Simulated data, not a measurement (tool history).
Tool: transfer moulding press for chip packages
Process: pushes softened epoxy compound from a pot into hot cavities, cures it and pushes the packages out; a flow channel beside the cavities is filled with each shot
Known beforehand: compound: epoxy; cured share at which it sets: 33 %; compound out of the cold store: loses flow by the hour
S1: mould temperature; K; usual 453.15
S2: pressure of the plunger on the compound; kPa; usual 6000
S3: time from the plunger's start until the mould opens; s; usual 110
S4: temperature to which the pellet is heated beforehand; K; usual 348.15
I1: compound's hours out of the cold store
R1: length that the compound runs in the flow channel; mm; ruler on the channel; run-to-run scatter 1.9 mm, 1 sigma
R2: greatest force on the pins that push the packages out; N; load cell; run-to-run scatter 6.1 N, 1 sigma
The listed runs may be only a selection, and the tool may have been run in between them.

run,hour,S1,S2,S3,S4,I1,R1,R2
1,0.0,453.15,6000,110,348.15,26.6,778,313
2,38.3,456.15,6000,110,348.15,21.2,787,391
# hour 46.8: mould's thermocouples calibrated
3,91.3,456.15,6000,110,348.15,39.9,713,462
# hour 109.3: cavities cleaned with cleaning compound and waxed
4,125.2,456.15,6000,147,348.15,38.1,719,302
5,168.3,456.15,6000,147,348.15,12.1,805,390
6,215.2,453.15,6000,110,348.15,28.8,756,478
# hour 225.2: plunger's sealing rings changed
# hour 235.2: cavities cleaned with cleaning compound and waxed
7,268.3,453.15,6170,110,348.15,16.4,846,381
8,301.0,453.15,6170,110,348.15,9.6,870,447
9,325.4,453.15,6170,110,348.15,26.1,804,491
# hour 354.6: cavities cleaned with cleaning compound and waxed
10,382.7,453.15,6170,110,348.15,25.1,804,359
11,422.7,453.15,6170,110,348.15,42.2,743,432
12,447.8,453.15,6000,103,348.15,25.2,791,488
# hour 475.1: cavities cleaned with cleaning compound and waxed
13,498.0,457.15,6000,110,348.15,37.9,726,320
14,539.4,457.15,6000,110,348.15,16.9,796,419
15,562.4,455.15,6000,110,349.15,18.9,794,437
# hour 598.4: cavities cleaned with cleaning compound and waxed
16,607.9,455.15,6000,110,349.15,18.6,793,293
17,653.8,453.15,6660,110,339.15,23.6,820,427
18,700.6,453.15,6000,110,343.15,38.2,727,482
# hour 718.0: cavities cleaned with cleaning compound and waxed
19,731.8,453.15,4590,110,343.15,47.3,609,313
# hour 762.3: plunger's sealing rings changed
# hour 784.9: mould's thermocouples calibrated
20,784.9,453.15,4590,110,343.15,32.0,680,441
21,834.8,453.15,7140,110,353.15,32.1,842,467
# hour 842.9: cavities cleaned with cleaning compound and waxed
22,872.6,453.15,5780,110,347.15,9.2,840,385
23,899.6,460.15,6000,110,342.15,38.0,728,403
24,922.6,449.15,6000,98,348.15,33.1,782,615
25,955.9,453.15,6000,123,352.15,28.2,777,445
# hour 962.4: cavities cleaned with cleaning compound and waxed
26,1010.0,453.15,6000,123,352.15,38.4,739,393
27,1066.0,453.15,4870,131,352.15,21.3,718,452
# hour 1083.6: cavities cleaned with cleaning compound and waxed
28,1120.5,455.15,6700,100,353.15,38.3,767,385

Below, each run's measurement less what the same run would have read without the hidden state. Both values contain the same run-to-run variation, but the gauge's scatter may not be the same in both:
Hidden conditions of the tool in this case: true mould temperature over the reading, C; pressure that reaches the compound, % of what is set; grip of the stained cavities, % over clean ones'; drift of the gauge itself on flow_mm, %; drift of the gauge itself on push_out_n, %.
run,R1,R2
1,-19,+86
2,-22,+179
3,-27,+237
4,-29,+81
5,-36,+185
6,-37,+251
7,-4,+153
8,-6,+217
9,-7,+252
10,-12,+133
11,-13,+212
12,-16,+253
13,-17,+101
14,-22,+194
15,-23,+218
16,-26,+63
17,-30,+204
18,-30,+257
19,-27,+82
20,-2,+212
21,-6,+249
22,-9,+140
23,-9,+187
24,-11,+315
25,-13,+239
26,-16,+179
27,-19,+238
28,-24,+153

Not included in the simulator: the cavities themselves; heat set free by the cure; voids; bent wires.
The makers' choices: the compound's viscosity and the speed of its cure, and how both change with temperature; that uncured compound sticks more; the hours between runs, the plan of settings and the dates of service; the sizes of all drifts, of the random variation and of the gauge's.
